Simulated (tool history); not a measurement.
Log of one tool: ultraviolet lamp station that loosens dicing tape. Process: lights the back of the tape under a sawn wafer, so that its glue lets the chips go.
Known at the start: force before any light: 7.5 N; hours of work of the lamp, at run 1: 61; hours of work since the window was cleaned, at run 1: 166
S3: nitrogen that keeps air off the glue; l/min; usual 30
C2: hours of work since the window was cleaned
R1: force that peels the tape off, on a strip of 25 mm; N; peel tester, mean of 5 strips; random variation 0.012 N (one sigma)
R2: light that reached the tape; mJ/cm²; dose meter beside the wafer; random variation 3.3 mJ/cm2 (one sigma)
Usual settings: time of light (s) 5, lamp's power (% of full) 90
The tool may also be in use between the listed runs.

Run 1, hour 0: usual settings; hours of work of the lamp 61; C2 166. Result: R1 0.635 N, R2 479 mJ/cm².
Run 2, hour 5.6: usual settings but S3 15 l/min; hours of work of the lamp 64; C2 170. Result: R1 1.081 N, R2 481 mJ/cm².
Run 3, hour 17.9: usual settings but S3 42 l/min; hours of work of the lamp 73; C2 178. Result: R1 0.473 N, R2 478 mJ/cm².
Run 4, hour 26: usual settings but S3 12 l/min; hours of work of the lamp 78; C2 183. Result: R1 1.282 N, R2 470 mJ/cm².
Run 5, hour 35.4: usual settings but lamp's power (% of full) 61, S3 12 l/min; hours of work of the lamp 84; C2 190. Result: R1 2.322 N, R2 320 mJ/cm².
Run 6, hour 45.6: usual settings but lamp's power (% of full) 91; hours of work of the lamp 91; C2 196. Result: R1 0.649 N, R2 474 mJ/cm².
Run 7, hour 58: usual settings but lamp's power (% of full) 91; hours of work of the lamp 100; C2 205. Result: R1 0.643 N, R2 472 mJ/cm².
Run 8, hour 67.4: usual settings; hours of work of the lamp 106; C2 211. Result: R1 0.658 N, R2 463 mJ/cm².
Run 9, hour 77.5: usual settings; hours of work of the lamp 113; C2 218. Result: R1 0.639 N, R2 465 mJ/cm².
Run 10, hour 89.1: usual settings; hours of work of the lamp 120; C2 226. Result: R1 0.712 N, R2 456 mJ/cm².
Run 11, hour 102.5: usual settings; hours of work of the lamp 129; C2 235. Result: R1 0.684 N, R2 459 mJ/cm².
Run 12, hour 114.8: usual settings but lamp's power (% of full) 81; hours of work of the lamp 138; C2 243. Result: R1 0.855 N, R2 412 mJ/cm².
Run 13, hour 122.3: usual settings; hours of work of the lamp 143; C2 248. Result: R1 0.699 N, R2 457 mJ/cm².
Run 14, hour 133.6: usual settings but time of light (s) 6; hours of work of the lamp 150; C2 255. Result: R1 0.484 N, R2 546 mJ/cm².
Run 15, hour 146: usual settings but time of light (s) 6; hours of work of the lamp 159; C2 264. Result: R1 0.482 N, R2 545 mJ/cm².
Run 16, hour 155.4: usual settings but S3 22 l/min; hours of work of the lamp 165; C2 270. Result: R1 0.924 N, R2 443 mJ/cm².
Run 17, hour 164.6: usual settings but time of light (s) 6; hours of work of the lamp 171; C2 276. Result: R1 0.482 N, R2 532 mJ/cm².
Run 18, hour 173.2: usual settings; hours of work of the lamp 177; C2 282. Result: R1 0.747 N, R2 445 mJ/cm².
Run 19, hour 179.6: usual settings but lamp's power (% of full) 89; hours of work of the lamp 181; C2 286. Result: R1 0.744 N, R2 437 mJ/cm².
Run 20, hour 187.7: usual settings but time of light (s) 7; hours of work of the lamp 187; C2 292. Result: R1 0.344 N, R2 622 mJ/cm².
Run 21, hour 193.6: usual settings but time of light (s) 7, S3 56 l/min; hours of work of the lamp 190; C2 296. Result: R1 0.215 N, R2 622 mJ/cm².
Run 22, hour 204: usual settings but time of light (s) 7, S3 56 l/min; hours of work of the lamp 197; C2 303. Result: R1 0.232 N, R2 612 mJ/cm².
Run 23, hour 212.3: usual settings but time of light (s) 3, lamp's power (% of full) 62, S3 56 l/min; hours of work of the lamp 203; C2 308. Result: R1 2.201 N, R2 185 mJ/cm².
Run 24, hour 225.2: usual settings but time of light (s) 3, lamp's power (% of full) 87, S3 51 l/min; hours of work of the lamp 212; C2 317. Result: R1 1.441 N, R2 257 mJ/cm².
Run 25, hour 234.8: usual settings but time of light (s) 3, lamp's power (% of full) 87, S3 51 l/min; hours of work of the lamp 218; C2 323. Result: R1 1.521 N, R2 254 mJ/cm².
Run 26, hour 247.6: usual settings but time of light (s) 2, lamp's power (% of full) 87; hours of work of the lamp 227; C2 332. Result: R1 3.017 N, R2 166 mJ/cm².
Run 27, hour 260.5: usual settings but time of light (s) 2, lamp's power (% of full) 87; hours of work of the lamp 235; C2 341. Result: R1 3.098 N, R2 167 mJ/cm².
Run 28, hour 267.7: usual settings but time of light (s) 2, S3 54 l/min; hours of work of the lamp 240; C2 345. Result: R1 2.385 N, R2 172 mJ/cm².
Run 29, hour 276.6: usual settings but time of light (s) 2; hours of work of the lamp 246; C2 351. Result: R1 2.836 N, R2 172 mJ/cm².
Run 30, hour 289.8: usual settings but time of light (s) 4, lamp's power (% of full) 70, S3 19 l/min; hours of work of the lamp 255; C2 360. Result: R1 2.331 N, R2 265 mJ/cm².
Run 31, hour 296.9: usual settings but time of light (s) 4, lamp's power (% of full) 70, S3 19 l/min; hours of work of the lamp 260; C2 365. Result: R1 2.197 N, R2 260 mJ/cm².
Run 32, hour 302.9: usual settings but time of light (s) 9, lamp's power (% of full) 74, S3 25 l/min; hours of work of the lamp 264; C2 369. Result: R1 0.385 N, R2 627 mJ/cm².
Run 33, hour 315.6: usual settings but time of light (s) 4, lamp's power (% of full) 84, S3 52 l/min; hours of work of the lamp 272; C2 377. Result: R1 0.977 N, R2 314 mJ/cm².
Run 34, hour 326.9: usual settings but time of light (s) 4, lamp's power (% of full) 84, S3 52 l/min; hours of work of the lamp 280; C2 385. Result: R1 1.021 N, R2 315 mJ/cm².
Run 35, hour 334.6: usual settings but lamp's power (% of full) 63, S3 18 l/min; hours of work of the lamp 285; C2 390. Result: R1 2.141 N, R2 295 mJ/cm².
Run 36, hour 341.1: usual settings but time of light (s) 7, lamp's power (% of full) 96; hours of work of the lamp 289; C2 395. Result: R1 0.331 N, R2 615 mJ/cm².
Run 37, hour 352.4: usual settings but time of light (s) 7, lamp's power (% of full) 66, S3 42 l/min; hours of work of the lamp 297; C2 402. Result: R1 0.662 N, R2 421 mJ/cm².
Run 38, hour 357.7: usual settings but time of light (s) 6, lamp's power (% of full) 69, S3 34 l/min; hours of work of the lamp 301; C2 406. Result: R1 0.967 N, R2 380 mJ/cm².
Run 39, hour 368.3: usual settings but time of light (s) 6, lamp's power (% of full) 69, S3 34 l/min; hours of work of the lamp 308; C2 413. Result: R1 0.927 N, R2 377 mJ/cm².
Run 40, hour 375.2: usual settings but time of light (s) 6, lamp's power (% of full) 69, S3 34 l/min; hours of work of the lamp 312; C2 417. Result: R1 0.94 N, R2 376 mJ/cm².
Run 41, hour 383.1: usual settings but time of light (s) 3, lamp's power (% of full) 88, S3 34 l/min; hours of work of the lamp 318; C2 423. Result: R1 1.907 N, R2 242 mJ/cm².
Run 42, hour 396.4: usual settings but time of light (s) 3, lamp's power (% of full) 62, S3 38 l/min; hours of work of the lamp 326; C2 432. Result: R1 2.7 N, R2 166 mJ/cm².
Run 43, hour 407.1: usual settings but time of light (s) 6, lamp's power (% of full) 96, S3 22 l/min; hours of work of the lamp 334; C2 439. Result: R1 0.687 N, R2 513 mJ/cm².

The same runs without the tool's hidden state, with the same run-to-run variation:
The hidden state here: lamp's light, % of a new lamp's; light that the window lets through, % of a clean one's; drift of the gauge itself on peel_n, %; drift of the gauge itself on dose_mj_cm2, %.
run     R1   R2
  1  0.528  521
  2  0.922  524
  3  0.383  524
  4   1.09  516
  5   2.06  353
  6  0.518  525
  7  0.507  525
  8  0.514  517
  9  0.495  521
 10  0.548  514
 11  0.519  520
 12  0.653  470
 13  0.522  522
 14  0.353  627
 15  0.348  628
 16  0.687  513
 17  0.339  618
 18  0.538  519
 19   0.53  511
 20  0.242  730
 21  0.161  731
 22  0.175  723
 23  1.772  218
 24  1.073  305
 25   1.13  303
 26  2.519  199
 27  2.574  202
 28  1.886  208
 29   2.33  209
 30  1.802  324
 31   1.69  319
 32   0.24  772
 33  0.636  388
 34  0.658  391
 35  1.578  368
 36  0.201  769
 37  0.398  529
 38    0.6  478
 39  0.569  476
 40  0.573  478
 41  1.336  307
 42  2.058  213
 43  0.393  661

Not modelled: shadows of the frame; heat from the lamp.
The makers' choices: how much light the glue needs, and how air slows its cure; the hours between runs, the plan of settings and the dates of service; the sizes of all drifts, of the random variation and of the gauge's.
